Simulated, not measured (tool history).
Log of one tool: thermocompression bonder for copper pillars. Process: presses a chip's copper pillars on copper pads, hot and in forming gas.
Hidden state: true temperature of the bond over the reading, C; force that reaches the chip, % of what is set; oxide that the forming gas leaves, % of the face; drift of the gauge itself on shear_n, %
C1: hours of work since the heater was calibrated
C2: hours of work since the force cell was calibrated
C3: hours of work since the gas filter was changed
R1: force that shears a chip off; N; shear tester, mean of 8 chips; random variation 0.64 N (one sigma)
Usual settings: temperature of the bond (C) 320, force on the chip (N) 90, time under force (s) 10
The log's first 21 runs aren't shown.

At hour 1056.4: force cell calibrated, once more.
Run 22, hour 1069.0: usual settings; C1 649; C2 7; C3 63. Result: R1 56.9 N.
Run 23, hour 1111.7: usual settings but temperature of the bond (C) 314, force on the chip (N) 110, time under force (s) 26; C1 672; C2 29; C3 86. Result: R1 75.4 N.
Run 24, hour 1153.8: usual settings but temperature of the bond (C) 339, force on the chip (N) 82, time under force (s) 7; C1 694; C2 51; C3 107. Result: R1 57.3 N.
Run 25, hour 1184.0: usual settings but force on the chip (N) 57; C1 709; C2 66; C3 123. Result: R1 40.5 N.
Run 26, hour 1225.6: usual settings but force on the chip (N) 57; C1 731; C2 88; C3 145. Result: R1 40.9 N.
Run 27, hour 1273.7: usual settings but temperature of the bond (C) 292, force on the chip (N) 96; C1 756; C2 113; C3 170. Result: R1 41.1 N.
Run 28, hour 1325.6: usual settings but time under force (s) 6; C1 783; C2 140; C3 197. Result: R1 46.3 N.
Run 29, hour 1393.7: usual settings but time under force (s) 6; C1 818; C2 175; C3 232. Result: R1 46.7 N.
At hour 1418.3: forming gas filter changed.
Run 30, hour 1459.8: usual settings but force on the chip (N) 116, time under force (s) 17; C1 852; C2 209; C3 22. Result: R1 76.5 N.
Run 31, hour 1505.0: usual settings but force on the chip (N) 116, time under force (s) 17; C1 876; C2 233; C3 45. Result: R1 75.9 N.
Run 32, hour 1564.2: usual settings but force on the chip (N) 89, time under force (s) 17; C1 906; C2 264; C3 76. Result: R1 66.3 N.
Run 33, hour 1599.4: usual settings but temperature of the bond (C) 295, force on the chip (N) 58, time under force (s) 8; C1 925; C2 282; C3 94. Result: R1 28.2 N.
Run 34, hour 1639.7: usual settings but force on the chip (N) 95, time under force (s) 8; C1 946; C2 303; C3 115. Result: R1 53.8 N.
At hour 1661.1: heater calibrated with a thermocouple chip.
Run 35, hour 1695.0: usual settings but temperature of the bond (C) 328, force on the chip (N) 124, time under force (s) 8; C1 18; C2 330; C3 143. Result: R1 64.3 N.
Run 36, hour 1760.6: usual settings but temperature of the bond (C) 328, force on the chip (N) 124, time under force (s) 8; C1 52; C2 364; C3 177. Result: R1 62.1 N.
Run 37, hour 1809.9: usual settings but force on the chip (N) 62; C1 77; C2 390; C3 202. Result: R1 40.7 N.
Run 38, hour 1872.2: usual settings but temperature of the bond (C) 336, force on the chip (N) 87, time under force (s) 11; C1 110; C2 422; C3 235. Result: R1 60.3 N.
At hour 1888.8: forming gas filter changed.
Run 39, hour 1930.6: usual settings but temperature of the bond (C) 292, time under force (s) 23; C1 140; C2 453; C3 22. Result: R1 51.6 N.

3 ways to go on from here, each from the tool as it stands after run 39. What would each give?
Run A, hour 1967.7: usual settings but temperature of the bond (C) 305, force on the chip (N) 113, time under force (s) 5; C1 159; C2 472; C3 41. Result: R1 ?.
Run B, hour 1967.7: usual settings but temperature of the bond (C) 334; C1 159; C2 472; C3 41. Result: R1 ?.
Run C, hour 1967.7: usual settings but temperature of the bond (C) 343, force on the chip (N) 95, time under force (s) 22; C1 159; C2 472; C3 41. Result: R1 ?.

run    R1
  A  40.4
  B  62.6
  C  81.9
Without the tool's hidden state the same runs would have given:
run    R1
  A  41.6
  B  64.2
  C  83.5
